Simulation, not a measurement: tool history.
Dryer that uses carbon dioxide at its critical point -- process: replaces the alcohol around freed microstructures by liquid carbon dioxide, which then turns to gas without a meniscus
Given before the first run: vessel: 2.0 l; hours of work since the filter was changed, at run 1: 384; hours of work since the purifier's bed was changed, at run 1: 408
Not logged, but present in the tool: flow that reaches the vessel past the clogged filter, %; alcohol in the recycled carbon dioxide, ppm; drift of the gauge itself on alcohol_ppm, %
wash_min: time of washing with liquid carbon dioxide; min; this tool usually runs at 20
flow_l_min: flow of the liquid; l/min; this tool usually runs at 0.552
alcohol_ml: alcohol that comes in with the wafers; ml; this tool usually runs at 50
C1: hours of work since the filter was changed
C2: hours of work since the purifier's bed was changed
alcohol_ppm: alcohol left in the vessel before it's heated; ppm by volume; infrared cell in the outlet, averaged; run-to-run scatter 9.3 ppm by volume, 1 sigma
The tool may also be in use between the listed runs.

{"run": 1, "hour": 0.0, "wash_min": 20, "flow_l_min": 0.552, "alcohol_ml": 50, "C1": 384, "C2": 408, "alcohol_ppm": 986}
{"run": 2, "hour": 10.3, "wash_min": 20, "flow_l_min": 0.552, "alcohol_ml": 50, "C1": 390, "C2": 414, "alcohol_ppm": 1018}
{"run": 3, "hour": 23.7, "wash_min": 17, "flow_l_min": 0.552, "alcohol_ml": 50, "C1": 398, "C2": 422, "alcohol_ppm": 1541}
{"run": 4, "hour": 34.0, "wash_min": 20, "flow_l_min": 0.552, "alcohol_ml": 22, "C1": 404, "C2": 428, "alcohol_ppm": 540}
{"run": 5, "hour": 48.4, "wash_min": 20, "flow_l_min": 0.382, "alcohol_ml": 50, "C1": 412, "C2": 436, "alcohol_ppm": 2492}
{"run": 6, "hour": 65.8, "wash_min": 20, "flow_l_min": 0.382, "alcohol_ml": 50, "C1": 422, "C2": 447, "alcohol_ppm": 2514}
{"run": 7, "hour": 73.8, "wash_min": 20, "flow_l_min": 0.552, "alcohol_ml": 50, "C1": 427, "C2": 451, "alcohol_ppm": 1051}
{"run": 8, "hour": 83.1, "wash_min": 20, "flow_l_min": 0.552, "alcohol_ml": 31, "C1": 433, "C2": 457, "alcohol_ppm": 724}
{"run": 9, "hour": 96.9, "wash_min": 20, "flow_l_min": 0.552, "alcohol_ml": 31, "C1": 441, "C2": 465, "alcohol_ppm": 736}
{"run": 10, "hour": 106.4, "wash_min": 20, "flow_l_min": 0.552, "alcohol_ml": 31, "C1": 446, "C2": 471, "alcohol_ppm": 732}
{"run": 11, "hour": 120.6, "wash_min": 20, "flow_l_min": 0.552, "alcohol_ml": 31, "C1": 455, "C2": 479, "alcohol_ppm": 734}
{"run": 12, "hour": 131.3, "wash_min": 20, "flow_l_min": 0.552, "alcohol_ml": 32, "C1": 461, "C2": 485, "alcohol_ppm": 776}
{"run": 13, "hour": 141.1, "wash_min": 20, "flow_l_min": 0.552, "alcohol_ml": 32, "C1": 467, "C2": 491, "alcohol_ppm": 780}
{"run": 14, "hour": 152.1, "wash_min": 20, "flow_l_min": 0.552, "alcohol_ml": 32, "C1": 473, "C2": 498, "alcohol_ppm": 784}
{"run": 15, "hour": 168.9, "wash_min": 28, "flow_l_min": 0.732, "alcohol_ml": 24, "C1": 483, "C2": 507, "alcohol_ppm": 247}
{"hour": 174.6, "done": "purifier's bed changed"}
{"run": 16, "hour": 188.0, "wash_min": 15, "flow_l_min": 0.926, "alcohol_ml": 44, "C1": 493, "C2": 8, "alcohol_ppm": 392}
{"run": 17, "hour": 202.2, "wash_min": 15, "flow_l_min": 0.926, "alcohol_ml": 44, "C1": 501, "C2": 16, "alcohol_ppm": 394}
{"run": 18, "hour": 216.6, "wash_min": 27, "flow_l_min": 0.366, "alcohol_ml": 68, "C1": 510, "C2": 25, "alcohol_ppm": 1681}
{"run": 19, "hour": 227.8, "wash_min": 16, "flow_l_min": 0.624, "alcohol_ml": 50, "C1": 516, "C2": 31, "alcohol_ppm": 1330}
{"run": 20, "hour": 241.1, "wash_min": 19, "flow_l_min": 0.624, "alcohol_ml": 50, "C1": 524, "C2": 39, "alcohol_ppm": 785}
{"run": 21, "hour": 249.5, "wash_min": 12, "flow_l_min": 0.624, "alcohol_ml": 50, "C1": 529, "C2": 44, "alcohol_ppm": 2831}
{"hour": 259.4, "done": "inlet filter changed"}
{"run": 22, "hour": 267.5, "wash_min": 20, "flow_l_min": 0.806, "alcohol_ml": 30, "C1": 5, "C2": 54, "alcohol_ppm": 83}
{"run": 23, "hour": 275.1, "wash_min": 24, "flow_l_min": 0.405, "alcohol_ml": 50, "C1": 9, "C2": 59, "alcohol_ppm": 821}
{"run": 24, "hour": 288.2, "wash_min": 13, "flow_l_min": 0.452, "alcohol_ml": 55, "C1": 17, "C2": 66, "alcohol_ppm": 3416}

Each row is a separate what-if for the run after 24, all from the same tool condition, not one after another. Results?
{"run": "A", "hour": 303.6, "wash_min": 29, "flow_l_min": 0.44, "alcohol_ml": 55, "C1": 26, "C2": 75, "alcohol_ppm": "?"}
{"run": "B", "hour": 303.6, "wash_min": 15, "flow_l_min": 0.895, "alcohol_ml": 50, "C1": 26, "C2": 75, "alcohol_ppm": "?"}
{"run": "C", "hour": 303.6, "wash_min": 30, "flow_l_min": 0.452, "alcohol_ml": 55, "C1": 26, "C2": 75, "alcohol_ppm": "?"}

run=A alcohol_ppm=338
run=B alcohol_ppm=296
run=C alcohol_ppm=276
Stripped of hidden state, with their random variation kept, the same runs would have yielded:
run=A alcohol_ppm=296
run=B alcohol_ppm=255
run=C alcohol_ppm=235
